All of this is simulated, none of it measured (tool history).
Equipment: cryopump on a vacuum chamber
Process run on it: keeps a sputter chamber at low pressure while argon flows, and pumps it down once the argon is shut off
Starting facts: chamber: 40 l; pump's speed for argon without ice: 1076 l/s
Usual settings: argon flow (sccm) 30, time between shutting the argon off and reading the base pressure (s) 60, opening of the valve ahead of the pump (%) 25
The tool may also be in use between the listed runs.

| run | hour | argon flow (sccm) | time between shutting the argon off and reading the base pressure (s) | opening of the valve ahead of the pump (%) | pressure while argon flows (Pa) | pressure after the wait (uPa) |
|---|---|---|---|---|---|---|
| 1 | 0 | 30 | 60 | 25 | 0.2015 | 3.1 |
| 2 | 52 | 30 | 60 | 25 | 0.2037 | 3.26 |
| 3 | 106 | 30 | 177 | 25 | 0.2074 | 2.47 |
| 4 | 145.7 | 30 | 60 | 29 | 0.1824 | 3.43 |
| 5 | 199.5 | 32 | 60 | 25 | 0.2262 | 3.7 |
|  | 209.1 | pump warmed up, emptied and cooled again |
| 6 | 237.8 | 32 | 60 | 25 | 0.2024 | 2.96 |
| 7 | 290.3 | 32 | 60 | 25 | 0.2042 | 3.03 |
| 8 | 336.5 | 32 | 60 | 25 | 0.2044 | 3.1 |
| 9 | 371.6 | 30 | 60 | 25 | 0.1917 | 3.3 |
| 10 | 434.2 | 30 | 60 | 25 | 0.1948 | 3.35 |
| 11 | 491.7 | 30 | 60 | 16 | 0.3043 | 3.51 |
| 12 | 540.1 | 30 | 60 | 16 | 0.3014 | 3.58 |
| 13 | 583.6 | 30 | 60 | 16 | 0.3055 | 3.65 |
| 14 | 609.6 | 30 | 60 | 16 | 0.309 | 3.64 |
| 15 | 641.5 | 30 | 60 | 16 | 0.3089 | 3.85 |
| 16 | 671.5 | 30 | 60 | 16 | 0.3117 | 3.89 |
| 17 | 709.7 | 30 | 60 | 16 | 0.3107 | 4.1 |
| 18 | 770.8 | 30 | 24 | 52 | 0.1105 | 6.18 |
| 19 | 828.7 | 30 | 91 | 25 | 0.2117 | 3.98 |
| 20 | 863.5 | 30 | 30 | 25 | 0.2115 | 5.91 |
|  | 871.6 | pump warmed up, emptied and cooled again |
| 21 | 921.4 | 30 | 30 | 25 | 0.1907 | 4.96 |
| 22 | 966.8 | 30 | 57 | 20 | 0.2378 | 3.8 |
| 23 | 1005.9 | 30 | 57 | 20 | 0.2389 | 3.92 |
| 24 | 1062.7 | 30 | 57 | 20 | 0.2409 | 4.14 |
| 25 | 1090.2 | 30 | 67 | 50 | 0.1005 | 3.85 |
| 26 | 1146 | 30 | 61 | 48 | 0.1074 | 4.23 |
| 27 | 1173.2 | 46 | 25 | 36 | 0.2153 | 6.15 |
| 28 | 1233.1 | 46 | 25 | 36 | 0.2182 | 6.27 |

3 ways to go on from here, each from the tool as it stands after run 28. What would each give?
| A | 1266.3 | 31 | 33 | 36 | ? | ? |
| B | 1266.3 | 43 | 25 | 36 | ? | ? |
| C | 1266.3 | 46 | 27 | 36 | ? | ? |

| run | pressure while argon flows (Pa) | pressure after the wait (uPa) |
|---|---|---|
| A | 0.1493 | 5.49 |
| B | 0.2055 | 6.29 |
| C | 0.2214 | 6.28 |
Without the tool's unlogged condition, the same runs would have read:
| run | pressure while argon flows (Pa) | pressure after the wait (uPa) |
|---|---|---|
| A | 0.1358 | 2.67 |
| B | 0.187 | 3.44 |
| C | 0.2015 | 3.32 |
